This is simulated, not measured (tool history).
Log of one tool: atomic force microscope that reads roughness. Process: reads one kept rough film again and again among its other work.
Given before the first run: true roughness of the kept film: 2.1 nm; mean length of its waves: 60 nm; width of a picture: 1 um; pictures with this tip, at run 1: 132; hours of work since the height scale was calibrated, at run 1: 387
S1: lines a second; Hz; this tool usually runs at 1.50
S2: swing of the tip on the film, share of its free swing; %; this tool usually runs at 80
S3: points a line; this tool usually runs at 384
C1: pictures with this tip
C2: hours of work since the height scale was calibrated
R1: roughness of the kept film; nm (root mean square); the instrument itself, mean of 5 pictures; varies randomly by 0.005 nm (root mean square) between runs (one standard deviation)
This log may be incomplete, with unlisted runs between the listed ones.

{"run": 1, "day": 0.0, "S1": 1.5, "S2": 80, "S3": 384, "C1": 132, "C2": 387, "R1": 1.786}
{"run": 2, "day": 0.829, "S1": 1.5, "S2": 80, "S3": 384, "C1": 161, "C2": 403, "R1": 1.787}
{"run": 3, "day": 1.667, "S1": 1.5, "S2": 80, "S3": 384, "C1": 190, "C2": 419, "R1": 1.796}
{"run": 4, "day": 2.15, "S1": 1.04, "S2": 80, "S3": 384, "C1": 207, "C2": 428, "R1": 1.867}
{"run": 5, "day": 2.933, "S1": 1.04, "S2": 80, "S3": 384, "C1": 234, "C2": 443, "R1": 1.863}
{"run": 6, "day": 3.529, "S1": 1.04, "S2": 80, "S3": 384, "C1": 255, "C2": 454, "R1": 1.869}
{"day": 4.112, "done": "new tip fitted"}
{"run": 7, "day": 4.346, "S1": 1.04, "S2": 80, "S3": 384, "C1": 7, "C2": 470, "R1": 1.872}
{"run": 8, "day": 4.888, "S1": 1.5, "S2": 80, "S3": 384, "C1": 26, "C2": 480, "R1": 1.804}
{"run": 9, "day": 5.762, "S1": 1.5, "S2": 80, "S3": 384, "C1": 57, "C2": 496, "R1": 1.79}
{"run": 10, "day": 6.492, "S1": 1.5, "S2": 80, "S3": 384, "C1": 82, "C2": 510, "R1": 1.783}
{"run": 11, "day": 7.383, "S1": 1.5, "S2": 80, "S3": 384, "C1": 113, "C2": 527, "R1": 1.791}
{"run": 12, "day": 7.962, "S1": 1.5, "S2": 80, "S3": 384, "C1": 133, "C2": 538, "R1": 1.782}
{"run": 13, "day": 8.738, "S1": 1.5, "S2": 80, "S3": 384, "C1": 160, "C2": 553, "R1": 1.799}
{"run": 14, "day": 9.375, "S1": 1.95, "S2": 80, "S3": 384, "C1": 182, "C2": 565, "R1": 1.726}
{"run": 15, "day": 9.871, "S1": 1.5, "S2": 73, "S3": 384, "C1": 199, "C2": 574, "R1": 1.867}
{"run": 16, "day": 10.283, "S1": 1.5, "S2": 73, "S3": 384, "C1": 214, "C2": 582, "R1": 1.86}
{"run": 17, "day": 10.983, "S1": 0.52, "S2": 80, "S3": 384, "C1": 238, "C2": 596, "R1": 1.948}
{"run": 18, "day": 11.708, "S1": 1.07, "S2": 80, "S3": 384, "C1": 263, "C2": 609, "R1": 1.859}
{"day": 12.054, "done": "new tip fitted"}
{"run": 19, "day": 12.292, "S1": 1.07, "S2": 80, "S3": 384, "C1": 9, "C2": 620, "R1": 1.86}
{"run": 20, "day": 12.671, "S1": 1.07, "S2": 80, "S3": 384, "C1": 22, "C2": 627, "R1": 1.863}
{"run": 21, "day": 13.508, "S1": 0.84, "S2": 85, "S3": 529, "C1": 51, "C2": 643, "R1": 1.871}
{"run": 22, "day": 14.008, "S1": 3.48, "S2": 59, "S3": 457, "C1": 68, "C2": 653, "R1": 1.875}
{"run": 23, "day": 14.617, "S1": 3.54, "S2": 74, "S3": 811, "C1": 89, "C2": 664, "R1": 1.639}
{"run": 24, "day": 15.254, "S1": 3.32, "S2": 60, "S3": 276, "C1": 111, "C2": 676, "R1": 1.857}
{"run": 25, "day": 15.771, "S1": 1.5, "S2": 59, "S3": 384, "C1": 129, "C2": 686, "R1": 1.979}
{"run": 26, "day": 16.375, "S1": 3.81, "S2": 80, "S3": 415, "C1": 150, "C2": 698, "R1": 1.492}
{"run": 27, "day": 17.183, "S1": 3.93, "S2": 85, "S3": 384, "C1": 178, "C2": 713, "R1": 1.373}
{"run": 28, "day": 18.042, "S1": 3.93, "S2": 85, "S3": 384, "C1": 208, "C2": 729, "R1": 1.372}
{"run": 29, "day": 18.625, "S1": 1.5, "S2": 57, "S3": 560, "C1": 228, "C2": 740, "R1": 1.979}
{"run": 30, "day": 19.1, "S1": 1.5, "S2": 57, "S3": 560, "C1": 245, "C2": 749, "R1": 1.993}
{"run": 31, "day": 19.817, "S1": 2.78, "S2": 70, "S3": 819, "C1": 270, "C2": 763, "R1": 1.771}
{"day": 19.975, "done": "new tip fitted"}
{"run": 32, "day": 20.412, "S1": 1.53, "S2": 80, "S3": 399, "C1": 16, "C2": 774, "R1": 1.782}
{"run": 33, "day": 20.933, "S1": 3.35, "S2": 89, "S3": 374, "C1": 34, "C2": 784, "R1": 1.362}
{"run": 34, "day": 21.479, "S1": 3.35, "S2": 89, "S3": 374, "C1": 53, "C2": 794, "R1": 1.359}
{"run": 35, "day": 21.862, "S1": 3.35, "S2": 89, "S3": 374, "C1": 66, "C2": 801, "R1": 1.363}
{"run": 36, "day": 22.225, "S1": 2.45, "S2": 55, "S3": 426, "C1": 79, "C2": 808, "R1": 1.959}
{"run": 37, "day": 22.692, "S1": 2.45, "S2": 70, "S3": 715, "C1": 95, "C2": 817, "R1": 1.813}
{"run": 38, "day": 23.5, "S1": 2.45, "S2": 77, "S3": 403, "C1": 123, "C2": 832, "R1": 1.695}
{"run": 39, "day": 24.071, "S1": 1.5, "S2": 72, "S3": 633, "C1": 143, "C2": 843, "R1": 1.876}
{"run": 40, "day": 24.688, "S1": 1.67, "S2": 87, "S3": 805, "C1": 164, "C2": 855, "R1": 1.67}

Each row is a separate what-if for the run after 40, all from the same tool condition, not one after another. Results?
{"run": "A", "day": 25.454, "S1": 1.65, "S2": 87, "S3": 805, "C1": 191, "C2": 870, "R1": "?"}
{"run": "B", "day": 25.454, "S1": 1.38, "S2": 64, "S3": 413, "C1": 191, "C2": 870, "R1": "?"}
{"run": "C", "day": 25.454, "S1": 3.63, "S2": 73, "S3": 805, "C1": 191, "C2": 870, "R1": "?"}
{"run": "D", "day": 25.454, "S1": 0.71, "S2": 66, "S3": 384, "C1": 191, "C2": 870, "R1": "?"}
{"run": "E", "day": 25.454, "S1": 0.83, "S2": 83, "S3": 471, "C1": 191, "C2": 870, "R1": "?"}

run=A R1=1.681
run=B R1=1.953
run=C R1=1.644
run=D R1=1.994
run=E R1=1.883
Without the tool's hidden state the same runs would have given:
run=A R1=1.683
run=B R1=1.956
run=C R1=1.646
run=D R1=1.997
run=E R1=1.886

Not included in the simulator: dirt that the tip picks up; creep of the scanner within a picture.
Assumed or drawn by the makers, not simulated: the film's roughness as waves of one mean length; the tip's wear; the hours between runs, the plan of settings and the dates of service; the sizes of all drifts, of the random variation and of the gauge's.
